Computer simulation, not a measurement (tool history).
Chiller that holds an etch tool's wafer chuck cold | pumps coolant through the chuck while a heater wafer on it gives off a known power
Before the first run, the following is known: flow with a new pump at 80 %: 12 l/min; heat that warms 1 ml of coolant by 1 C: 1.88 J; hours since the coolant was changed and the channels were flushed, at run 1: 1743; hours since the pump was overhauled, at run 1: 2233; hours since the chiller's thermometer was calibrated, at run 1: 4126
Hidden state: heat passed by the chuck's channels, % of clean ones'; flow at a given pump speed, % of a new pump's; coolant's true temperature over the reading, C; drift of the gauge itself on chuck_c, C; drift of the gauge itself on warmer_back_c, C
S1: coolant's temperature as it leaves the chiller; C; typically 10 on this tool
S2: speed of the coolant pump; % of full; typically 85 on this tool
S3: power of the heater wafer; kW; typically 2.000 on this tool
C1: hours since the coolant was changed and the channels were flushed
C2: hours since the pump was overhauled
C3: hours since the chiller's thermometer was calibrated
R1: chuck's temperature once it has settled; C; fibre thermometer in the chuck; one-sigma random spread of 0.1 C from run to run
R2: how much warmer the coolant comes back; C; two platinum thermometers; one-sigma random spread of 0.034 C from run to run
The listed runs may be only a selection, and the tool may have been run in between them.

run,hour,S1,S2,S3,C1,C2,C3,R1,R2
1,0.0,10,85,2.000,1743,2233,4126,23.1,5.22
2,58.2,10,85,2.000,1802,2292,4184,23.1,5.23
3,111.6,10,85,2.000,1855,2345,4238,23.2,5.23
4,147.7,11,85,2.000,1891,2381,4274,24.3,5.30
5,191.0,10,85,1.236,1934,2424,4317,18.0,3.26
6,238.8,10,85,1.236,1982,2472,4365,17.8,3.23
7,266.7,10,85,2.613,2010,2500,4393,27.3,6.90
8,308.6,10,85,2.613,2052,2542,4435,27.5,6.84
9,337.7,10,85,2.613,2081,2571,4464,27.6,6.93
10,378.1,10,85,2.613,2121,2611,4504,27.6,6.91
11,434.1,10,85,2.613,2178,2668,4560,27.4,6.91
12,488.8,10,61,2.000,2232,2722,4615,27.5,7.50
13,528.0,10,72,2.000,2271,2761,4654,25.3,6.33
14,572.1,19,72,2.000,2315,2805,4698,34.1,6.30
# hour 598.6: chiller's thermometer calibrated
15,603.7,19,72,2.000,2346,2836,5,35.3,6.33
16,630.5,10,85,2.492,2373,2863,32,27.7,6.64
17,671.2,10,99,2.000,2414,2904,73,22.4,4.51
18,719.5,10,84,2.000,2462,2952,121,24.3,5.41
19,775.7,10,85,1.380,2518,3008,177,19.7,3.70
20,808.3,1,78,1.750,2551,3041,210,14.2,5.05
21,850.2,19,64,1.517,2593,3083,252,32.8,5.50
22,887.8,10,61,2.008,2630,3120,289,28.8,7.69
23,942.1,10,61,2.008,2684,3175,344,28.8,7.65
24,994.7,2,85,2.000,2737,3227,396,16.3,5.36
25,1031.8,2,85,2.000,2774,3264,433,16.1,5.32
26,1062.2,2,85,2.000,2805,3295,464,16.4,5.37
27,1123.3,2,85,2.000,2866,3356,525,16.3,5.34
28,1153.1,5,70,1.774,2895,3386,555,19.9,5.81
29,1196.1,5,70,1.774,2938,3428,598,19.9,5.87
30,1255.6,5,70,1.774,2998,3488,657,20.0,5.87
31,1307.0,6,67,1.905,3049,3539,708,22.6,6.58

Branching from run 31: 5 alternative next runs. What would each branch give?
A,1344.7,5,68,1.458,3087,3577,746,?,?
B,1344.7,6,76,1.905,3087,3577,746,?,?
C,1344.7,0,85,1.034,3087,3577,746,?,?
D,1344.7,11,85,2.000,3087,3577,746,?,?
E,1344.7,10,98,1.905,3087,3577,746,?,?

run,R1,R2
A,17.6,4.98
B,20.8,5.80
C,7.5,2.76
D,25.4,5.36
E,22.1,4.39
The same runs, with their run-to-run variation unchanged, on a tool lacking any hidden condition would have given:
run,R1,R2
A,16.4,4.62
B,19.3,5.39
C,6.8,2.56
D,24.0,4.98
E,21.0,4.08
